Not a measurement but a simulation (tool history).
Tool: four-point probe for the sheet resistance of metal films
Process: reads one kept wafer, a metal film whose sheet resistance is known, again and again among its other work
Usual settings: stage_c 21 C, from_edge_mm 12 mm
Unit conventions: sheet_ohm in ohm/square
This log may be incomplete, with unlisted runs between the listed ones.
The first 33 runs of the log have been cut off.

run,hour,stage_c,from_edge_mm,sheet_ohm
34,2277.6,31,8,0.600350
35,2349.9,31,8,0.600575
36,2431.7,30,3,0.644263
37,2514.1,30,3,0.644468
38,2579.3,30,3,0.644456
39,2649.1,30,3,0.644612
40,2739.7,30,55,0.592829
41,2824.2,26,55,0.593609
42,2924.8,26,55,0.593659
43,2979.2,29,48,0.592877
44,3078.0,32,11,0.596841
45,3171.3,32,47,0.592610
# hour 3238.5: new probe head fitted
46,3251.3,32,47,0.592627

Forecast each of these 3 alternatives for the next run:
A,3310.5,31,5,?
B,3310.5,22,6,?
C,3310.5,31,10,?

run,sheet_ohm
A,0.612414
B,0.608338
C,0.597714
With no hidden state in the tool, these same runs would have given:
run,sheet_ohm
A,0.612419
B,0.608342
C,0.597719
